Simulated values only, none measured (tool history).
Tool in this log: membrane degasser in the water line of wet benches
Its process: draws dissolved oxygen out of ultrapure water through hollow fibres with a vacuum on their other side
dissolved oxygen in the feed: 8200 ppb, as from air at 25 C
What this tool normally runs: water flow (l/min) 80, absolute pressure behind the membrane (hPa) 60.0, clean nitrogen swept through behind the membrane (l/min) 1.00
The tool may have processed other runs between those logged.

run	hour	water flow (l/min)	absolute pressure behind the membrane (hPa)	clean nitrogen swept through behind the membrane (l/min)	dissolved oxygen in the water behind the degasser (ppb)	pressure that the water loses in the fibres (hPa)
1	0.0	80	60.0	1.00	387.1	520.7
2	174.5	96	60.0	1.00	443.8	625.8
3	369.1	80	60.0	0.75	453.7	523.4
4	471.4	104	60.0	0.75	532.3	678.9
5	589.4	104	60.0	0.75	539.3	674.7
6	773.0	104	60.0	0.75	540.0	679.5
7	902.3	104	60.0	0.75	538.0	681.8
8	1056.8	104	60.0	0.75	550.7	678.6
9	1253.7	104	60.0	0.75	534.0	675.6
10	1416.1	104	60.0	0.75	542.7	678.9
11	1517.1	104	39.7	0.75	188.2	682.0
12	1657.4	104	39.7	0.42	234.2	684.1
13	1801.2	80	48.4	1.00	241.3	528.0
14	1896.7	79	60.0	1.00	377.9	517.7
15	2051.2	79	60.0	1.00	381.2	522.3
16	2227.6	80	60.0	1.00	390.8	526.7
17	2369.8	50	105.8	1.00	667.1	328.4
18	2480.3	80	60.0	0.96	399.5	528.1
19	2603.1	80	82.8	2.41	362.4	531.4
# hour 2621.6: vacuum gauge calibrated
20	2746.4	128	74.1	1.51	611.4	844.5
21	2915.3	128	74.1	1.51	631.5	840.0
22	3088.3	81	108.2	1.51	736.7	537.7
23	3230.5	49	53.4	0.52	316.6	322.9
24	3433.5	103	51.4	0.52	454.1	680.2
25	3563.4	84	120.1	1.00	1127.5	557.6
26	3663.7	84	120.1	1.00	1127.1	559.7
27	3800.3	80	67.9	1.96	312.5	532.5
28	3899.4	80	67.9	1.96	310.2	530.6
29	4003.6	80	67.9	1.96	310.4	531.4
30	4211.1	80	67.9	1.96	308.5	535.7
# hour 4396.7: gauge calibrated
31	4396.7	80	110.2	1.00	978.2	516.3

Each run again, without the hidden state but with its own random variation kept:
The hidden state here: membrane still open, %; true pressure behind the membrane over the reading, kPa; air that leaks in behind the membrane, l/min; drift of the gauge itself on oxygen_ppb, %; drift of the gauge itself on loss_of_pressure_kpa, %.
run	pressure that the water loses in the fibres (hPa)
1	520.7
2	625.1
3	522.2
4	676.8
5	672.1
6	676.1
7	677.8
8	674.0
9	670.1
10	672.7
11	675.3
12	676.7
13	521.9
14	511.3
15	515.4
16	519.2
17	323.4
18	519.7
19	522.6
20	829.6
21	824.2
22	527.1
23	316.2
24	665.2
25	544.9
26	546.6
27	519.6
28	517.4
29	517.8
30	521.4
31	516.0
dissolved oxygen in the water behind the degasser (ppb): within 0.8 of the measured result in every run.

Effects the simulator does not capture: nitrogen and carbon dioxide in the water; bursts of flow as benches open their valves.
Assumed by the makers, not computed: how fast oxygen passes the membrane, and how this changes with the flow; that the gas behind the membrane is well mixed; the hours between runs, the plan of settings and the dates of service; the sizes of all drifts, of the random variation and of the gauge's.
